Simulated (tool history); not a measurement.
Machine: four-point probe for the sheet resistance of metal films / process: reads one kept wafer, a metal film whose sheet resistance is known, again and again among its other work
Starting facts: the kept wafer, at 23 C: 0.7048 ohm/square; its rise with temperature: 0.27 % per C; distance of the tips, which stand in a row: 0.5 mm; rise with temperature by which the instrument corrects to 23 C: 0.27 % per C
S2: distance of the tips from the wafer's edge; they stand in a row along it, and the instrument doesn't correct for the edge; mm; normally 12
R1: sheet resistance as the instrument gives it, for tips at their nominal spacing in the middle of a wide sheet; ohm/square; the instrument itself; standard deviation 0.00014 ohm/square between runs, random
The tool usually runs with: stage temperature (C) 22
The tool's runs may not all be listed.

run 1 hour=0 | stage_temperature_(C)=22 S2=12 | R1=0.710371
run 2 hour=66.2 | stage_temperature_(C)=26 S2=12 | R1=0.710655
run 3 hour=103.3 | stage_temperature_(C)=22 S2=12 | R1=0.710769
run 4 hour=140.9 | stage_temperature_(C)=22 S2=12 | R1=0.710965
run 5 hour=211.8 | stage_temperature_(C)=19 S2=12 | R1=0.711328
run 6 hour=273.4 | stage_temperature_(C)=33 S2=12 | R1=0.711325
run 7 hour=336.5 | stage_temperature_(C)=19 S2=12 | R1=0.712487
run 8 hour=374.9 | stage_temperature_(C)=22 S2=6 | R1=0.714336
run 9 hour=443.9 | stage_temperature_(C)=22 S2=12 | R1=0.712384
run 10 hour=481.1 | stage_temperature_(C)=22 S2=22 | R1=0.712348
run 11 hour=528.2 | stage_temperature_(C)=22 S2=22 | R1=0.712696
run 12 hour=589.5 | stage_temperature_(C)=22 S2=22 | R1=0.712896
run 13 hour=640.7 | stage_temperature_(C)=22 S2=22 | R1=0.713147
run 14 hour=684.9 | stage_temperature_(C)=19 S2=22 | R1=0.713565
run 15 hour=717.8 | stage_temperature_(C)=27 S2=12 | R1=0.713755
run 16 hour=789.6 | stage_temperature_(C)=27 S2=12 | R1=0.714396
run 17 hour=841.3 | stage_temperature_(C)=27 S2=12 | R1=0.714558
-- hour=854.9 new probe head fitted
run 18 hour=878.5 | stage_temperature_(C)=27 S2=12 | R1=0.704217
run 19 hour=929.8 | stage_temperature_(C)=22 S2=8 | R1=0.705139
run 20 hour=1000.9 | stage_temperature_(C)=22 S2=8 | R1=0.705731
run 21 hour=1050.4 | stage_temperature_(C)=22 S2=12 | R1=0.70508
run 22 hour=1118.4 | stage_temperature_(C)=22 S2=12 | R1=0.705423
run 23 hour=1148.8 | stage_temperature_(C)=22 S2=12 | R1=0.705662
run 24 hour=1181.9 | stage_temperature_(C)=25 S2=10 | R1=0.706166
run 25 hour=1217.1 | stage_temperature_(C)=31 S2=47 | R1=0.705056
run 26 hour=1248.2 | stage_temperature_(C)=31 S2=47 | R1=0.705406
run 27 hour=1299.1 | stage_temperature_(C)=22 S2=30 | R1=0.705727
run 28 hour=1345.1 | stage_temperature_(C)=18 S2=4 | R1=0.711839
run 29 hour=1400.6 | stage_temperature_(C)=18 S2=4 | R1=0.712374
run 30 hour=1452 | stage_temperature_(C)=24 S2=12 | R1=0.707197
run 31 hour=1499.9 | stage_temperature_(C)=21 S2=12 | R1=0.707239
run 32 hour=1564.4 | stage_temperature_(C)=19 S2=21 | R1=0.707318
run 33 hour=1635.4 | stage_temperature_(C)=19 S2=21 | R1=0.707482
run 34 hour=1699.1 | stage_temperature_(C)=35 S2=58 | R1=0.707218
run 35 hour=1756 | stage_temperature_(C)=35 S2=58 | R1=0.707268
run 36 hour=1820.4 | stage_temperature_(C)=35 S2=58 | R1=0.707532
run 37 hour=1891.3 | stage_temperature_(C)=35 S2=58 | R1=0.708159
run 38 hour=1931.1 | stage_temperature_(C)=35 S2=58 | R1=0.708311
-- hour=1973.1 stage's thermometer calibrated
run 39 hour=2002.7 | stage_temperature_(C)=35 S2=58 | R1=0.709357
run 40 hour=2070 | stage_temperature_(C)=34 S2=17 | R1=0.71001
run 41 hour=2112 | stage_temperature_(C)=34 S2=17 | R1=0.710208
run 42 hour=2180.8 | stage_temperature_(C)=21 S2=12 | R1=0.711299
run 43 hour=2215.1 | stage_temperature_(C)=25 S2=6 | R1=0.713133
run 44 hour=2288.3 | stage_temperature_(C)=25 S2=6 | R1=0.713576
run 45 hour=2344.1 | stage_temperature_(C)=27 S2=17 | R1=0.711362
run 46 hour=2394 | stage_temperature_(C)=27 S2=7 | R1=0.713282

Run by run, hidden condition taken away, random variation retained:
Hidden conditions of the tool in this case: inner tips' distance over the nominal, %; tips' flats over new ones', %; wafer's true temperature over the reading, C; drift of the gauge itself on sheet_ohm, %.
run=1 R1=0.705506
run=2 R1=0.705445
run=3 R1=0.705378
run=4 R1=0.705398
run=5 R1=0.705377
run=6 R1=0.705045
run=7 R1=0.705862
run=8 R1=0.707497
run=9 R1=0.705188
run=10 R1=0.704991
run=11 R1=0.705115
run=12 R1=0.70501
run=13 R1=0.705013
run=14 R1=0.705216
run=15 R1=0.70524
run=16 R1=0.705498
run=17 R1=0.705409
run=18 R1=0.705497
run=19 R1=0.706163
run=20 R1=0.706409
run=21 R1=0.705508
run=22 R1=0.705499
run=23 R1=0.705601
run=24 R1=0.705936
run=25 R1=0.704643
run=26 R1=0.704828
run=27 R1=0.704905
run=28 R1=0.710801
run=29 R1=0.711057
run=30 R1=0.705605
run=31 R1=0.705434
run=32 R1=0.705185
run=33 R1=0.705019
run=34 R1=0.704424
run=35 R1=0.704201
run=36 R1=0.704152
run=37 R1=0.704465
run=38 R1=0.70442
run=39 R1=0.704526
run=40 R1=0.704843
run=41 R1=0.704813
run=42 R1=0.705568
run=43 R1=0.707228
run=44 R1=0.707295
run=45 R1=0.704806
run=46 R1=0.706444
